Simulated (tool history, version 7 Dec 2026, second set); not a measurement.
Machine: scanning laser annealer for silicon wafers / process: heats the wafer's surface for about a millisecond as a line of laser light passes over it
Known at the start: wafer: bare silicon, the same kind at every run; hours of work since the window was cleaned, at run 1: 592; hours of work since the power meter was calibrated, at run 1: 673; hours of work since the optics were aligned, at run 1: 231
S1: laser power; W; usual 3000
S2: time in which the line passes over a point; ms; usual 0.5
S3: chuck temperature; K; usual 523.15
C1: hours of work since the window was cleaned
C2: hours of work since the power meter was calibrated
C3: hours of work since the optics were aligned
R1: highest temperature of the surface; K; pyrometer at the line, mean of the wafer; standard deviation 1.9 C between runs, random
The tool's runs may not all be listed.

run,hour,S1,S2,S3,C1,C2,C3,R1
1,0,3000,0.5,523.15,592,673,231,1324.15
2,40.3,3000,0.5,523.15,612,693,251,1326.15
3,66.6,3000,0.496,523.15,625,706,264,1324.15
4,111.2,3251,0.5,523.15,647,728,286,1393.15
5,130.3,3251,0.5,523.15,656,738,295,1398.15
6,155.2,3251,0.5,523.15,668,750,307,1393.15
7,201.8,3251,0.5,523.15,691,773,330,1399.15
8,234.1,3000,0.5,555.15,707,789,346,1354.15
9,268,2860,0.5,555.15,724,806,363,1313.15
10,306.1,2860,0.5,555.15,743,824,382,1309.15
11,337.7,2860,0.5,555.15,759,840,398,1307.15
12,379.5,3000,0.473,523.15,779,861,418,1294.15
13,412.5,3000,0.473,523.15,796,877,435,1296.15
14,441.9,3000,0.473,523.15,810,892,449,1293.15
15,474.8,3000,0.473,523.15,826,908,466,1292.15
16,497.9,3000,0.473,523.15,838,919,477,1292.15
17,536.1,3000,0.5,514.15,857,938,496,1301.15
18,581.4,3000,0.5,514.15,879,961,518,1300.15
# hour 586.9: laser's power meter calibrated
# hour 617.8: window over the wafer cleaned
19,621.3,3000,0.363,523.15,2,16,536,1235.15
20,646.5,3000,0.484,523.15,14,28,548,1335.15
21,691.2,3000,0.484,523.15,36,51,570,1334.15
22,710.7,2683,0.383,499.15,46,60,580,1143.15
# hour 748.7: laser's power meter calibrated, once more
23,749.8,3175,0.5,496.15,64,1,598,1373.15
24,794.1,3000,0.5,491.15,86,22,620,1318.15
25,835.6,3000,0.5,491.15,106,43,640,1317.15
26,883.1,3000,0.5,489.15,130,66,664,1311.15
27,920.1,3000,0.5,489.15,148,85,682,1312.15
28,956.6,2577,0.5,492.15,166,103,700,1187.15
29,995.5,2954,0.616,484.15,185,122,719,1369.15
30,1029.5,3055,0.5,520.15,202,139,736,1356.15
31,1074.6,3055,0.5,520.15,224,161,758,1353.15
32,1119.9,3055,0.368,535.15,247,184,781,1259.15
33,1155.1,3055,0.607,506.15,264,201,798,1415.15
34,1182.9,3055,0.607,506.15,278,215,812,1413.15
35,1211.1,2588,0.481,506.15,292,229,826,1186.15
36,1234.4,2772,0.438,523.15,304,240,837,1224.15
37,1256.5,3000,0.399,559.15,314,251,848,1293.15
38,1280.9,2861,0.593,541.15,327,263,860,1376.15
39,1307.6,2861,0.462,541.15,340,276,874,1285.15
40,1326.9,3066,0.462,544.15,349,286,883,1341.15
41,1348.1,3066,0.395,492.15,360,297,894,1236.15

4 options for the next run, each taken on its own from the tool as it stands now. Forecast them:
A,1367.6,3184,0.475,501.15,369,306,903,?
B,1367.6,2853,0.561,523.15,369,306,903,?
C,1367.6,2722,0.559,533.15,369,306,903,?
D,1367.6,3007,0.42,496.15,369,306,903,?

run,R1
A,1344.15
B,1327.15
C,1299.15
D,1245.15
What these runs would have given with no unlogged condition in the tool:
run,R1
A,1378.15
B,1360.15
C,1330.15
D,1275.15
